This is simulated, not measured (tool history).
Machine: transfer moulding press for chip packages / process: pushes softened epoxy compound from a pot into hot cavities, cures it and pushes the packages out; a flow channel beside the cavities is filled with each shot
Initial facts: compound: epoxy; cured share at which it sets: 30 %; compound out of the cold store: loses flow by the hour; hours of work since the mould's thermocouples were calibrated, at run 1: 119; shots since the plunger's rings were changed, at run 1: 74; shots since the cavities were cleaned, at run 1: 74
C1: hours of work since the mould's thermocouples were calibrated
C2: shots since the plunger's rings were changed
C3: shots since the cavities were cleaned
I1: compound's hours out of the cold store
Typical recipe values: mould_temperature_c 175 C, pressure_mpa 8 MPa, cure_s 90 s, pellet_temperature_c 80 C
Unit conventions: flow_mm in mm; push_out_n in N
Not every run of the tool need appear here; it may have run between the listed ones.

{"run": 1, "hour": 0.0, "mould_temperature_c": 175, "pressure_mpa": 8, "cure_s": 90, "pellet_temperature_c": 80, "C1": 119, "C2": 74, "C3": 74, "I1": 29.2, "flow_mm": 821, "push_out_n": 495}
{"run": 2, "hour": 15.7, "mould_temperature_c": 175, "pressure_mpa": 8, "cure_s": 90, "pellet_temperature_c": 80, "C1": 129, "C2": 256, "C3": 256, "I1": 30.1, "flow_mm": 826, "push_out_n": 616}
{"run": 3, "hour": 26.7, "mould_temperature_c": 175, "pressure_mpa": 8, "cure_s": 90, "pellet_temperature_c": 89, "C1": 136, "C2": 384, "C3": 384, "I1": 9.9, "flow_mm": 927, "push_out_n": 733}
{"run": 4, "hour": 37.4, "mould_temperature_c": 175, "pressure_mpa": 7.25, "cure_s": 90, "pellet_temperature_c": 89, "C1": 143, "C2": 508, "C3": 508, "I1": 32.1, "flow_mm": 773, "push_out_n": 756}
{"run": 5, "hour": 51.3, "mould_temperature_c": 175, "pressure_mpa": 7.25, "cure_s": 125, "pellet_temperature_c": 89, "C1": 152, "C2": 669, "C3": 669, "I1": 25.9, "flow_mm": 797, "push_out_n": 658}
{"run": 6, "hour": 63.7, "mould_temperature_c": 175, "pressure_mpa": 7.25, "cure_s": 125, "pellet_temperature_c": 89, "C1": 159, "C2": 812, "C3": 812, "I1": 30.3, "flow_mm": 767, "push_out_n": 671}
{"run": 7, "hour": 74.7, "mould_temperature_c": 175, "pressure_mpa": 7.25, "cure_s": 125, "pellet_temperature_c": 89, "C1": 166, "C2": 940, "C3": 940, "I1": 34.1, "flow_mm": 749, "push_out_n": 694}
{"run": 8, "hour": 82.0, "mould_temperature_c": 175, "pressure_mpa": 7.25, "cure_s": 125, "pellet_temperature_c": 89, "C1": 171, "C2": 1024, "C3": 1024, "I1": 19.9, "flow_mm": 823, "push_out_n": 702}
{"hour": 95.4, "done": "cavities cleaned with cleaning compound and waxed"}
{"run": 9, "hour": 97.8, "mould_temperature_c": 174, "pressure_mpa": 8, "cure_s": 90, "pellet_temperature_c": 80, "C1": 180, "C2": 1189, "C3": 27, "I1": 40.6, "flow_mm": 763, "push_out_n": 439}
{"run": 10, "hour": 111.6, "mould_temperature_c": 174, "pressure_mpa": 8, "cure_s": 110, "pellet_temperature_c": 80, "C1": 188, "C2": 1350, "C3": 188, "I1": 21.8, "flow_mm": 850, "push_out_n": 463}
{"run": 11, "hour": 118.9, "mould_temperature_c": 175, "pressure_mpa": 8, "cure_s": 90, "pellet_temperature_c": 80, "C1": 193, "C2": 1435, "C3": 273, "I1": 14.1, "flow_mm": 897, "push_out_n": 681}
{"run": 12, "hour": 131.2, "mould_temperature_c": 175, "pressure_mpa": 8, "cure_s": 90, "pellet_temperature_c": 80, "C1": 201, "C2": 1578, "C3": 416, "I1": 40.7, "flow_mm": 768, "push_out_n": 716}
{"run": 13, "hour": 138.8, "mould_temperature_c": 175, "pressure_mpa": 8, "cure_s": 90, "pellet_temperature_c": 80, "C1": 206, "C2": 1665, "C3": 503, "I1": 44.6, "flow_mm": 740, "push_out_n": 759}
{"run": 14, "hour": 150.0, "mould_temperature_c": 175, "pressure_mpa": 8, "cure_s": 90, "pellet_temperature_c": 80, "C1": 213, "C2": 1795, "C3": 633, "I1": 25.9, "flow_mm": 819, "push_out_n": 817}
{"run": 15, "hour": 157.6, "mould_temperature_c": 168, "pressure_mpa": 8, "cure_s": 90, "pellet_temperature_c": 80, "C1": 217, "C2": 1883, "C3": 721, "I1": 36.6, "flow_mm": 788, "push_out_n": 1190}
{"run": 16, "hour": 170.9, "mould_temperature_c": 174, "pressure_mpa": 8, "cure_s": 90, "pellet_temperature_c": 84, "C1": 226, "C2": 2037, "C3": 875, "I1": 39.9, "flow_mm": 758, "push_out_n": 892}
{"run": 17, "hour": 181.3, "mould_temperature_c": 175, "pressure_mpa": 8.22, "cure_s": 90, "pellet_temperature_c": 74, "C1": 232, "C2": 2157, "C3": 995, "I1": 34.4, "flow_mm": 791, "push_out_n": 920}
{"run": 18, "hour": 189.8, "mould_temperature_c": 175, "pressure_mpa": 8.9, "cure_s": 90, "pellet_temperature_c": 87, "C1": 238, "C2": 2256, "C3": 1094, "I1": 32.1, "flow_mm": 839, "push_out_n": 862}
{"hour": 197.1, "done": "cavities cleaned with cleaning compound and waxed"}
{"run": 19, "hour": 200.5, "mould_temperature_c": 175, "pressure_mpa": 8, "cure_s": 79, "pellet_temperature_c": 80, "C1": 243, "C2": 2362, "C3": 39, "I1": 39.6, "flow_mm": 757, "push_out_n": 570}
{"run": 20, "hour": 208.3, "mould_temperature_c": 170, "pressure_mpa": 7.4, "cure_s": 115, "pellet_temperature_c": 80, "C1": 248, "C2": 2453, "C3": 130, "I1": 41.9, "flow_mm": 736, "push_out_n": 461}
{"run": 21, "hour": 221.2, "mould_temperature_c": 172, "pressure_mpa": 6.63, "cure_s": 97, "pellet_temperature_c": 77, "C1": 256, "C2": 2603, "C3": 280, "I1": 26.2, "flow_mm": 751, "push_out_n": 665}
{"run": 22, "hour": 228.5, "mould_temperature_c": 172, "pressure_mpa": 6.63, "cure_s": 97, "pellet_temperature_c": 77, "C1": 261, "C2": 2687, "C3": 364, "I1": 47.3, "flow_mm": 662, "push_out_n": 659}
{"run": 23, "hour": 239.4, "mould_temperature_c": 167, "pressure_mpa": 6.63, "cure_s": 74, "pellet_temperature_c": 74, "C1": 268, "C2": 2814, "C3": 491, "I1": 41.5, "flow_mm": 694, "push_out_n": 1828}
{"run": 24, "hour": 251.3, "mould_temperature_c": 179, "pressure_mpa": 7.77, "cure_s": 90, "pellet_temperature_c": 80, "C1": 275, "C2": 2952, "C3": 629, "I1": 20.7, "flow_mm": 815, "push_out_n": 702}
{"run": 25, "hour": 267.9, "mould_temperature_c": 179, "pressure_mpa": 7.77, "cure_s": 90, "pellet_temperature_c": 80, "C1": 286, "C2": 3144, "C3": 821, "I1": 14.1, "flow_mm": 854, "push_out_n": 745}
{"run": 26, "hour": 282.4, "mould_temperature_c": 179, "pressure_mpa": 7.77, "cure_s": 90, "pellet_temperature_c": 80, "C1": 295, "C2": 3312, "C3": 989, "I1": 33.4, "flow_mm": 763, "push_out_n": 781}
{"run": 27, "hour": 290.2, "mould_temperature_c": 179, "pressure_mpa": 6.25, "cure_s": 90, "pellet_temperature_c": 82, "C1": 300, "C2": 3402, "C3": 1079, "I1": 32, "flow_mm": 689, "push_out_n": 753}
{"hour": 298.2, "done": "cavities cleaned with cleaning compound and waxed"}
{"hour": 306.6, "done": "plunger's sealing rings changed"}
{"run": 28, "hour": 306.6, "mould_temperature_c": 177, "pressure_mpa": 6.66, "cure_s": 110, "pellet_temperature_c": 72, "C1": 307, "C2": 0, "C3": 68, "I1": 29.3, "flow_mm": 753, "push_out_n": 382}
{"run": 29, "hour": 318.1, "mould_temperature_c": 182, "pressure_mpa": 6.41, "cure_s": 76, "pellet_temperature_c": 82, "C1": 315, "C2": 133, "C3": 201, "I1": 23.7, "flow_mm": 751, "push_out_n": 601}

Branching from run 29: 3 alternative next runs. What would each branch give?
{"run": "A", "hour": 326.6, "mould_temperature_c": 182, "pressure_mpa": 7.86, "cure_s": 117, "pellet_temperature_c": 82, "C1": 320, "C2": 231, "C3": 299, "I1": 30.6, "flow_mm": "?", "push_out_n": "?"}
{"run": "B", "hour": 326.6, "mould_temperature_c": 182, "pressure_mpa": 6.41, "cure_s": 76, "pellet_temperature_c": 77, "C1": 320, "C2": 231, "C3": 299, "I1": 14.2, "flow_mm": "?", "push_out_n": "?"}
{"run": "C", "hour": 326.6, "mould_temperature_c": 175, "pressure_mpa": 7.75, "cure_s": 107, "pellet_temperature_c": 81, "C1": 320, "C2": 231, "C3": 299, "I1": 30.6, "flow_mm": "?", "push_out_n": "?"}

run=A flow_mm=805 push_out_n=537
run=B flow_mm=800 push_out_n=667
run=C flow_mm=806 push_out_n=576
Had the tool no hidden state, the same runs would have come out as:
run=A flow_mm=807 push_out_n=327
run=B flow_mm=801 push_out_n=400
run=C flow_mm=808 push_out_n=349
